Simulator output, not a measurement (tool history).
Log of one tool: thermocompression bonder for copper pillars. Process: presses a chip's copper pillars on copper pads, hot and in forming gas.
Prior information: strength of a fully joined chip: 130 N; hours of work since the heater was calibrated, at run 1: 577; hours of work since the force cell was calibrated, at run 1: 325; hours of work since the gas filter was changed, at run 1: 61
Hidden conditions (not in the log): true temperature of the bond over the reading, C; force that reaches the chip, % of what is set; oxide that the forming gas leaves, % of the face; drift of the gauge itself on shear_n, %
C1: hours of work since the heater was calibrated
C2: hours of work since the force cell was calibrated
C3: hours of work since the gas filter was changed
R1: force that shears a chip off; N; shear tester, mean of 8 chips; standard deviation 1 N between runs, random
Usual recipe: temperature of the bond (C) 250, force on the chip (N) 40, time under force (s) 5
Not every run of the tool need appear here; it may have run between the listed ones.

run 1 hour=0.0 | temperature_of_the_bond_(C)=250 force_on_the_chip_(N)=40 time_under_force_(s)=5 | C1=577 C2=325 C3=61 | R1=97.9
-- hour=9.2 heater calibrated with a thermocouple chip
run 2 hour=30.8 | temperature_of_the_bond_(C)=250 force_on_the_chip_(N)=32 time_under_force_(s)=5 | C1=15 C2=345 C3=81 | R1=78.0
run 3 hour=53.9 | temperature_of_the_bond_(C)=250 force_on_the_chip_(N)=32 time_under_force_(s)=5 | C1=31 C2=361 C3=97 | R1=77.4
run 4 hour=68.6 | temperature_of_the_bond_(C)=250 force_on_the_chip_(N)=32 time_under_force_(s)=5 | C1=41 C2=371 C3=107 | R1=75.6
run 5 hour=81.9 | temperature_of_the_bond_(C)=250 force_on_the_chip_(N)=40 time_under_force_(s)=5 | C1=50 C2=380 C3=117 | R1=88.8
run 6 hour=101.7 | temperature_of_the_bond_(C)=250 force_on_the_chip_(N)=40 time_under_force_(s)=5 | C1=64 C2=394 C3=130 | R1=88.8
run 7 hour=126.4 | temperature_of_the_bond_(C)=250 force_on_the_chip_(N)=27 time_under_force_(s)=5 | C1=81 C2=411 C3=147 | R1=66.6
run 8 hour=155.3 | temperature_of_the_bond_(C)=250 force_on_the_chip_(N)=27 time_under_force_(s)=5 | C1=101 C2=431 C3=167 | R1=64.9
run 9 hour=178.4 | temperature_of_the_bond_(C)=250 force_on_the_chip_(N)=55 time_under_force_(s)=5 | C1=117 C2=447 C3=183 | R1=105.0
run 10 hour=208.6 | temperature_of_the_bond_(C)=250 force_on_the_chip_(N)=55 time_under_force_(s)=5 | C1=138 C2=467 C3=204 | R1=105.5
run 11 hour=228.1 | temperature_of_the_bond_(C)=250 force_on_the_chip_(N)=55 time_under_force_(s)=5 | C1=151 C2=481 C3=218 | R1=104.1
-- hour=232.2 force cell calibrated
run 12 hour=254.3 | temperature_of_the_bond_(C)=250 force_on_the_chip_(N)=55 time_under_force_(s)=5 | C1=168 C2=15 C3=235 | R1=103.4
run 13 hour=284.4 | temperature_of_the_bond_(C)=250 force_on_the_chip_(N)=40 time_under_force_(s)=5 | C1=189 C2=36 C3=255 | R1=89.6
-- hour=288.2 force cell calibrated, once more
run 14 hour=304.1 | temperature_of_the_bond_(C)=250 force_on_the_chip_(N)=40 time_under_force_(s)=5 | C1=202 C2=11 C3=268 | R1=85.9
-- hour=324.9 forming gas filter changed
run 15 hour=327.2 | temperature_of_the_bond_(C)=250 force_on_the_chip_(N)=30 time_under_force_(s)=5 | C1=217 C2=27 C3=2 | R1=76.0
run 16 hour=358.1 | temperature_of_the_bond_(C)=250 force_on_the_chip_(N)=39 time_under_force_(s)=3 | C1=238 C2=48 C3=23 | R1=79.1
run 17 hour=373.9 | temperature_of_the_bond_(C)=250 force_on_the_chip_(N)=30 time_under_force_(s)=5 | C1=249 C2=59 C3=34 | R1=73.8
run 18 hour=386.4 | temperature_of_the_bond_(C)=253 force_on_the_chip_(N)=29 time_under_force_(s)=5 | C1=258 C2=67 C3=42 | R1=76.7
run 19 hour=405.1 | temperature_of_the_bond_(C)=244 force_on_the_chip_(N)=29 time_under_force_(s)=5 | C1=271 C2=80 C3=55 | R1=70.1
run 20 hour=418.5 | temperature_of_the_bond_(C)=244 force_on_the_chip_(N)=37 time_under_force_(s)=3 | C1=280 C2=90 C3=65 | R1=72.2
run 21 hour=445.9 | temperature_of_the_bond_(C)=244 force_on_the_chip_(N)=37 time_under_force_(s)=3 | C1=299 C2=109 C3=84 | R1=72.3
run 22 hour=459.4 | temperature_of_the_bond_(C)=226 force_on_the_chip_(N)=40 time_under_force_(s)=5 | C1=308 C2=118 C3=93 | R1=77.5
run 23 hour=481.1 | temperature_of_the_bond_(C)=275 force_on_the_chip_(N)=36 time_under_force_(s)=3 | C1=323 C2=133 C3=108 | R1=91.1
run 24 hour=500.2 | temperature_of_the_bond_(C)=220 force_on_the_chip_(N)=40 time_under_force_(s)=5 | C1=337 C2=146 C3=121 | R1=72.3
run 25 hour=530.3 | temperature_of_the_bond_(C)=220 force_on_the_chip_(N)=37 time_under_force_(s)=3 | C1=357 C2=167 C3=142 | R1=57.6
run 26 hour=548.9 | temperature_of_the_bond_(C)=220 force_on_the_chip_(N)=37 time_under_force_(s)=3 | C1=370 C2=180 C3=155 | R1=56.6
run 27 hour=577.5 | temperature_of_the_bond_(C)=260 force_on_the_chip_(N)=35 time_under_force_(s)=3 | C1=390 C2=199 C3=174 | R1=78.4
run 28 hour=608.4 | temperature_of_the_bond_(C)=260 force_on_the_chip_(N)=35 time_under_force_(s)=3 | C1=411 C2=221 C3=196 | R1=78.9
run 29 hour=630.0 | temperature_of_the_bond_(C)=260 force_on_the_chip_(N)=35 time_under_force_(s)=3 | C1=426 C2=236 C3=211 | R1=77.0

Consider 5 possible next runs. They are alternatives, not a sequence: every one starts from the tool as it was left by run 29. What does each give?
run A hour=643.6 | temperature_of_the_bond_(C)=274 force_on_the_chip_(N)=25 time_under_force_(s)=8 | C1=436 C2=245 C3=220 | R1=?
run B hour=643.6 | temperature_of_the_bond_(C)=228 force_on_the_chip_(N)=27 time_under_force_(s)=11 | C1=436 C2=245 C3=220 | R1=?
run C hour=643.6 | temperature_of_the_bond_(C)=254 force_on_the_chip_(N)=28 time_under_force_(s)=4 | C1=436 C2=245 C3=220 | R1=?
run D hour=643.6 | temperature_of_the_bond_(C)=250 force_on_the_chip_(N)=50 time_under_force_(s)=5 | C1=436 C2=245 C3=220 | R1=?
run E hour=643.6 | temperature_of_the_bond_(C)=249 force_on_the_chip_(N)=33 time_under_force_(s)=5 | C1=436 C2=245 C3=220 | R1=?

run=A R1=87.6
run=B R1=71.9
run=C R1=68.6
run=D R1=104.4
run=E R1=79.3
With no hidden state in the tool, these same runs would have given:
run=A R1=88.2
run=B R1=70.2
run=C R1=67.3
run=D R1=106.8
run=E R1=78.6
